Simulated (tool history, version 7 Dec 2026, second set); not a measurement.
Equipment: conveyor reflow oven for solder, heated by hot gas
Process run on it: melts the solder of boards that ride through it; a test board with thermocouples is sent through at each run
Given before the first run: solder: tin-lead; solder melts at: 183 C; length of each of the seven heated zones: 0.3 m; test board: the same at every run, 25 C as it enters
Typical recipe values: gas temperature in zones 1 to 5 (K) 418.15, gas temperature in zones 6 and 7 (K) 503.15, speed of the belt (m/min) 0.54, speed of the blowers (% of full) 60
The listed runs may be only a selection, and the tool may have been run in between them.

run,hour,gas temperature in zones 1 to 5 (K),gas temperature in zones 6 and 7 (K),speed of the belt (m/min),speed of the blowers (% of full),highest temperature of the board (K),time above the solder's melting point (s)
1,0,418.15,503.15,0.54,60,484.55,46.7
2,15.7,418.15,503.15,0.54,60,483.75,46.8
3,32.1,418.15,503.15,0.607,60,480.05,37.5
4,56.6,418.15,503.15,0.607,60,480.25,37.4
5,73.8,418.15,503.15,0.54,60,484.05,46.6
6,96.9,418.15,503.15,0.54,60,483.95,46.5
7,112.3,418.15,503.15,0.56,60,482.85,43.9
# hour 129.9: flux residue cleaned out of gas plates and filters
8,145.3,418.15,503.15,0.54,60,484.65,46.6
9,166.1,418.15,495.15,0.54,60,477.85,40.8
10,188.7,418.15,495.15,0.54,60,477.35,40.8
11,215.5,418.15,495.15,0.54,60,477.45,41
12,235.7,413.15,509.15,0.565,60,486.15,44.5
13,247.6,418.15,503.15,0.602,60,480.25,38.2
14,266.5,407.15,499.15,0.571,88,482.35,40.7
15,279.3,426.15,499.15,0.476,88,490.05,63.3
16,301.9,418.15,510.15,0.619,55,482.95,38.8
17,320.3,418.15,503.15,0.54,61,484.25,47

What if the next run were any one of these 3? Each begins from the tool's condition after run 17:
A,344.1,427.15,503.15,0.54,61,?,?
B,344.1,409.15,492.15,0.54,86,?,?
C,344.1,418.15,503.15,0.606,60,?,?

run,highest temperature of the board (K),time above the solder's melting point (s)
A,486.15,51.9
B,478.05,39.6
C,480.25,37.5
What these runs would have given with no unlogged condition in the tool:
run,highest temperature of the board (K),time above the solder's melting point (s)
A,486.25,51.9
B,478.15,39.6
C,480.35,37.6

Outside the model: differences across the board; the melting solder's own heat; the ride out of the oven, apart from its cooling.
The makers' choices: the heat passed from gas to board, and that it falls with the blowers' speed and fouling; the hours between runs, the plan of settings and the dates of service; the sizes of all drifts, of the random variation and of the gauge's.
